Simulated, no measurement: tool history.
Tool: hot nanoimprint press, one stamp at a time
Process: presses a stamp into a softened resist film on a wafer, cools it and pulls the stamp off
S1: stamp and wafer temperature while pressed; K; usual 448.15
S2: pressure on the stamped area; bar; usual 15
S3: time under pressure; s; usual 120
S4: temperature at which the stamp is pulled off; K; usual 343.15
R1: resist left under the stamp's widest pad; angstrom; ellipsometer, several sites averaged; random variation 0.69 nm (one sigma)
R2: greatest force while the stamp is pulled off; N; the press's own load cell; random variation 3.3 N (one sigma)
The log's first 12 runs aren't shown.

| run | hour | S1 | S2 | S3 | S4 | R1 | R2 |
|---|---|---|---|---|---|---|---|
| 13 | 821.4 | 439.15 | 15 | 120 | 339.15 | 2201 | 223 |
|  | 866.2 | plate thermocouple calibrated |
| 14 | 866.2 | 448.15 | 14.1 | 120 | 343.15 | 1627 | 219 |
| 15 | 951.9 | 448.15 | 14.1 | 120 | 343.15 | 1636 | 227 |
| 16 | 1039.8 | 448.15 | 10.2 | 199 | 343.15 | 1557 | 235 |
|  | 1080.4 | stamp cleaned and given a new release coat |
| 17 | 1106.7 | 448.15 | 10.2 | 199 | 343.15 | 1563 | 204 |
| 18 | 1197.9 | 448.15 | 10.2 | 199 | 343.15 | 1563 | 221 |
| 19 | 1290.6 | 447.15 | 10.2 | 199 | 337.15 | 1657 | 256 |
|  | 1333.9 | plate thermocouple calibrated |
| 20 | 1370 | 441.15 | 12.2 | 199 | 337.15 | 1878 | 263 |
|  | 1430.1 | stamp cleaned and given a new release coat |
| 21 | 1464.7 | 441.15 | 12.2 | 199 | 337.15 | 1876 | 229 |
| 22 | 1523.4 | 448.15 | 11.2 | 165 | 343.15 | 1601 | 212 |
| 23 | 1574 | 442.15 | 15 | 78 | 343.15 | 2228 | 221 |
| 24 | 1631.7 | 442.15 | 18.5 | 78 | 343.15 | 2115 | 231 |
|  | 1656.9 | press's hydraulic seals changed and the load cell set to zero |
| 25 | 1700.7 | 442.15 | 18.5 | 78 | 343.15 | 2107 | 232 |
| 26 | 1743.3 | 442.15 | 18.5 | 78 | 343.15 | 2116 | 237 |
|  | 1786.2 | stamp cleaned and given a new release coat |
|  | 1815 | plate thermocouple calibrated |
| 27 | 1823.6 | 448.15 | 10 | 120 | 343.15 | 1840 | 217 |
| 28 | 1876.9 | 448.15 | 10 | 120 | 343.15 | 1845 | 218 |
| 29 | 1937.9 | 449.15 | 15 | 102 | 343.15 | 1637 | 214 |
| 30 | 2010.1 | 448.15 | 9.1 | 71 | 335.15 | 2191 | 265 |

3 ways to go on from here, each from the tool as it stands after run 30. What would each give?
| A | 2069.2 | 447.15 | 21.4 | 120 | 343.15 | ? | ? |
| B | 2069.2 | 448.15 | 19.9 | 119 | 335.15 | ? | ? |
| C | 2069.2 | 448.15 | 17.9 | 64 | 343.15 | ? | ? |

| run | R1 | R2 |
|---|---|---|
| A | 1478 | 238 |
| B | 1468 | 267 |
| C | 1882 | 240 |
Without the tool's hidden state the same runs would have given:
| run | R1 | R2 |
|---|---|---|
| A | 1435 | 205 |
| B | 1426 | 230 |
| C | 1839 | 207 |
